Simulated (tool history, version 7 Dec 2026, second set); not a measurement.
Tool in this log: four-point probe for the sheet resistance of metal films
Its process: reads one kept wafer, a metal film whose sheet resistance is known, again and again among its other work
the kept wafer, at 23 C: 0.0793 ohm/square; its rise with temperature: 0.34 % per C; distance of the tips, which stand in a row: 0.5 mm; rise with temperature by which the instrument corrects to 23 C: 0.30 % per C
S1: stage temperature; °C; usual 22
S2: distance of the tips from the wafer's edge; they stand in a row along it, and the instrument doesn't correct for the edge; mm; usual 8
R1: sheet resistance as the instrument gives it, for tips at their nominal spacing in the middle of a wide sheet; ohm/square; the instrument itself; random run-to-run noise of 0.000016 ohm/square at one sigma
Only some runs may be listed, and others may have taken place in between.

run 1 hour=0 | S1=22 S2=8 | R1=0.079436
run 2 hour=82.4 | S1=22 S2=15 | R1=0.079283
run 3 hour=126.9 | S1=22 S2=15 | R1=0.07933
run 4 hour=213.7 | S1=22 S2=15 | R1=0.079312
run 5 hour=256.9 | S1=22 S2=3 | R1=0.080483
run 6 hour=307 | S1=32 S2=8 | R1=0.079757
run 7 hour=374.5 | S1=32 S2=8 | R1=0.079725
run 8 hour=445 | S1=32 S2=8 | R1=0.07974
run 9 hour=482.5 | S1=31 S2=47 | R1=0.079527
run 10 hour=530.3 | S1=22 S2=51 | R1=0.079287
run 11 hour=595.1 | S1=34 S2=32 | R1=0.07962
run 12 hour=678.9 | S1=34 S2=32 | R1=0.07963
run 13 hour=730.7 | S1=34 S2=32 | R1=0.079626
run 14 hour=794.1 | S1=21 S2=49 | R1=0.079266
run 15 hour=857.3 | S1=19 S2=12 | R1=0.07924

Branching from run 15: 4 alternative next runs. What would each branch give?
run A hour=930.5 | S1=20 S2=12 | R1=?
run B hour=930.5 | S1=26 S2=10 | R1=?
run C hour=930.5 | S1=22 S2=48 | R1=?
run D hour=930.5 | S1=19 S2=8 | R1=?

run=A R1=0.079273
run=B R1=0.07949
run=C R1=0.07928
run=D R1=0.07935
What these runs would have given with no unlogged condition in the tool:
run=A R1=0.079265
run=B R1=0.079483
run=C R1=0.079272
run=D R1=0.079342
